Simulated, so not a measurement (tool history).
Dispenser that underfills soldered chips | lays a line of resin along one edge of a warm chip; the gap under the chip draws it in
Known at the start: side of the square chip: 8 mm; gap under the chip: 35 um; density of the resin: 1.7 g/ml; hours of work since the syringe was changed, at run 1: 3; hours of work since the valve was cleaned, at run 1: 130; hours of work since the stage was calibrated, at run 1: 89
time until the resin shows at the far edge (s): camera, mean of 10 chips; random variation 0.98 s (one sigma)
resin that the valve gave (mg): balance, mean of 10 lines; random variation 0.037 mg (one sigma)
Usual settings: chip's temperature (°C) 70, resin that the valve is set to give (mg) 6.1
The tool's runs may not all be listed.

| run | hour | chip's temperature (°C) | resin that the valve is set to give (mg) | hours of work since the syringe was changed | hours of work since the valve was cleaned | hours of work since the stage was calibrated | time until the resin shows at the far edge (s) | resin that the valve gave (mg) |
|---|---|---|---|---|---|---|---|---|
| 1 | 0 | 70 | 6.1 | 3 | 130 | 89 | 106.3 | 5.69 |
| 2 | 3.4 | 70 | 6.1 | 6 | 132 | 91 | 118.5 | 5.74 |
| 3 | 7.6 | 70 | 6.1 | 9 | 136 | 95 | 136.7 | 5.68 |
|  | 10.8 | new syringe of resin |
| 4 | 10.8 | 70 | 6.2 | 0 | 138 | 97 | 94.8 | 5.82 |
| 5 | 16.2 | 70 | 6.2 | 4 | 142 | 101 | 111.1 | 5.72 |
| 6 | 22.7 | 70 | 6.2 | 9 | 147 | 106 | 139.8 | 5.77 |
|  | 25.2 | new syringe of resin |
|  | 26.2 | dispensing valve cleaned and set on the balance |
| 7 | 27.5 | 70 | 6.2 | 1 | 1 | 108 | 96.2 | 6.11 |
| 8 | 31.4 | 70 | 6.2 | 4 | 4 | 111 | 109.4 | 6.22 |
| 9 | 34.1 | 70 | 6.2 | 6 | 6 | 113 | 118 | 6.18 |
| 10 | 37.1 | 70 | 5.9 | 8 | 8 | 116 | 132.6 | 5.81 |
| 11 | 39.8 | 70 | 5.9 | 10 | 10 | 118 | 145.3 | 5.81 |
|  | 41 | new syringe of resin |
| 12 | 43.8 | 76 | 5.9 | 2 | 13 | 121 | 80 | 5.94 |
| 13 | 47.9 | 76 | 5.9 | 5 | 16 | 124 | 90.7 | 5.85 |
| 14 | 52.3 | 70 | 6.1 | 9 | 20 | 127 | 133.3 | 6.02 |
|  | 55.4 | new syringe of resin |
| 15 | 57.9 | 70 | 6.1 | 2 | 24 | 131 | 100.3 | 6.03 |
| 16 | 62.7 | 70 | 6.1 | 6 | 27 | 135 | 118.7 | 6.02 |
| 17 | 65.5 | 77 | 6.1 | 8 | 29 | 137 | 98.2 | 5.98 |
|  | 70 | new syringe of resin |
| 18 | 71 | 77 | 6.1 | 1 | 33 | 141 | 75.5 | 6 |
| 19 | 75 | 84 | 6.1 | 4 | 36 | 144 | 63.9 | 6.04 |
| 20 | 78.3 | 75 | 6.1 | 6 | 39 | 146 | 101.6 | 5.97 |
| 21 | 82.7 | 72 | 7.2 | 10 | 42 | 150 | 130.4 | 7.04 |
|  | 84.5 | new syringe of resin |
| 22 | 88.1 | 66 | 5.83 | 3 | 46 | 154 | 124.6 | 5.72 |
| 23 | 94.5 | 66 | 5.83 | 8 | 51 | 158 | 149.4 | 5.62 |
| 24 | 97.9 | 66 | 5.83 | 10 | 54 | 161 | 171.6 | 5.65 |
|  | 98.9 | new syringe of resin |
| 25 | 102.3 | 66 | 5.83 | 3 | 57 | 164 | 123.3 | 5.65 |
| 26 | 108.6 | 64 | 7.37 | 7 | 61 | 169 | 160.9 | 7.14 |
| 27 | 111.7 | 84 | 5.68 | 10 | 64 | 171 | 83.3 | 5.49 |
|  | 113.7 | new syringe of resin |
| 28 | 117.5 | 58 | 5.86 | 3 | 68 | 176 | 173.3 | 5.65 |
| 29 | 123.3 | 58 | 7.31 | 7 | 72 | 180 | 205.7 | 7.09 |
| 30 | 126.1 | 67 | 7.38 | 9 | 75 | 182 | 152.8 | 7.12 |
|  | 128.4 | new syringe of resin |
| 31 | 130.5 | 67 | 7.38 | 2 | 78 | 185 | 111 | 7.14 |

Forecast run 32:
| 32 | 133.6 | 67 | 7.38 | 4 | 80 | 188 | ? | ? |

{"run 32": {"time until the resin shows at the far edge (s)": 120.2, "resin that the valve gave (mg)": 7.11}}
Without the tool's hidden state the same run would have given time until the resin shows at the far edge (s) 103.6, resin that the valve gave (mg) 7.39.
